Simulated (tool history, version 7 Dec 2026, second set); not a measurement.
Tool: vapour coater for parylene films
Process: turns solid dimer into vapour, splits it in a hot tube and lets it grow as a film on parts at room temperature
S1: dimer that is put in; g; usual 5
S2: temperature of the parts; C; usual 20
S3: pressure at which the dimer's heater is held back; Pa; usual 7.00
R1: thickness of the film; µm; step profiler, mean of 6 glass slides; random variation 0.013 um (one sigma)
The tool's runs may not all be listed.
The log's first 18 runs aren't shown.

| run | day | S1 | S2 | S3 | R1 |
|---|---|---|---|---|---|
| 19 | 28.962 | 5 | 20 | 3.67 | 0.94 |
|  | 29.396 | trap's valve overhauled |
| 20 | 30.567 | 5 | 20 | 7.00 | 1.03 |
| 21 | 31.958 | 5 | 20 | 7.00 | 1.00 |
| 22 | 33.996 | 5 | 20 | 7.00 | 0.99 |
| 23 | 35.354 | 3 | 20 | 7.00 | 0.58 |
| 24 | 36.750 | 5 | 21 | 2.54 | 1.01 |
| 25 | 38.729 | 3 | 28 | 7.00 | 0.44 |
| 26 | 40.158 | 3 | 28 | 7.00 | 0.41 |
| 27 | 41.771 | 9 | 24 | 10.00 | 1.34 |
| 28 | 43.533 | 9 | 24 | 10.00 | 1.36 |
| 29 | 44.633 | 4 | 28 | 8.75 | 0.52 |
| 30 | 45.608 | 4 | 28 | 8.75 | 0.52 |
| 31 | 47.483 | 4 | 20 | 7.96 | 0.70 |
| 32 | 48.450 | 5 | 20 | 2.13 | 0.98 |

The next listed run, before its measurement:
|  | 49.317 | trap's valve overhauled |
| 33 | 49.554 | 5 | 29 | 5.40 | ? |

Run 33 gave R1 0.70 µm.
Without the tool's hidden state the same run would have given R1 0.72 µm.
